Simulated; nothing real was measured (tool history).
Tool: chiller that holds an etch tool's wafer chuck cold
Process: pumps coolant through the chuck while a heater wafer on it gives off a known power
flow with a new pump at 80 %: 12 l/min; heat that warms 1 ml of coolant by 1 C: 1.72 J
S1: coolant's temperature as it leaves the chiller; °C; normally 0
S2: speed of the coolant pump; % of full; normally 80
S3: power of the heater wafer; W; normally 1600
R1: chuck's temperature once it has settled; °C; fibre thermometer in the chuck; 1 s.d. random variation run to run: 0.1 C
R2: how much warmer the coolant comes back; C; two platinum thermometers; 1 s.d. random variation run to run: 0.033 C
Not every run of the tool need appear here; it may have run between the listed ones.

{"run": 1, "hour": 0.0, "S1": 0, "S2": 80, "S3": 1600, "R1": 14.0, "R2": 4.87}
{"run": 2, "hour": 149.1, "S1": 0, "S2": 70, "S3": 1600, "R1": 15.2, "R2": 5.65}
{"run": 3, "hour": 227.6, "S1": 0, "S2": 70, "S3": 1600, "R1": 15.0, "R2": 5.74}
{"run": 4, "hour": 359.5, "S1": 0, "S2": 80, "S3": 1600, "R1": 14.1, "R2": 4.92}
{"run": 5, "hour": 443.0, "S1": 0, "S2": 80, "S3": 1600, "R1": 14.0, "R2": 4.89}
{"run": 6, "hour": 550.7, "S1": 0, "S2": 80, "S3": 1600, "R1": 14.4, "R2": 4.97}
{"run": 7, "hour": 725.8, "S1": 0, "S2": 80, "S3": 1588, "R1": 14.2, "R2": 4.9}
{"run": 8, "hour": 856.5, "S1": 0, "S2": 80, "S3": 1588, "R1": 14.4, "R2": 4.96}
{"run": 9, "hour": 948.2, "S1": 0, "S2": 80, "S3": 1588, "R1": 14.1, "R2": 4.92}
{"run": 10, "hour": 1119.3, "S1": 0, "S2": 61, "S3": 1588, "R1": 16.9, "R2": 6.67}
{"hour": 1132.1, "done": "chiller's thermometer calibrated"}
{"run": 11, "hour": 1219.4, "S1": 0, "S2": 61, "S3": 1588, "R1": 16.5, "R2": 6.76}
{"run": 12, "hour": 1328.9, "S1": 0, "S2": 61, "S3": 1588, "R1": 16.5, "R2": 6.62}
{"run": 13, "hour": 1437.0, "S1": 4, "S2": 61, "S3": 1055, "R1": 15.2, "R2": 4.42}

What will run 14 give?
{"run": 14, "hour": 1549.7, "S1": 4, "S2": 66, "S3": 1168, "R1": "?", "R2": "?"}

{"run 14": {"R1": 15.8, "R2": 4.57}}
The same run, on a tool lacking any hidden state, would have yielded R1 14.9 °C, R2 4.21 C.
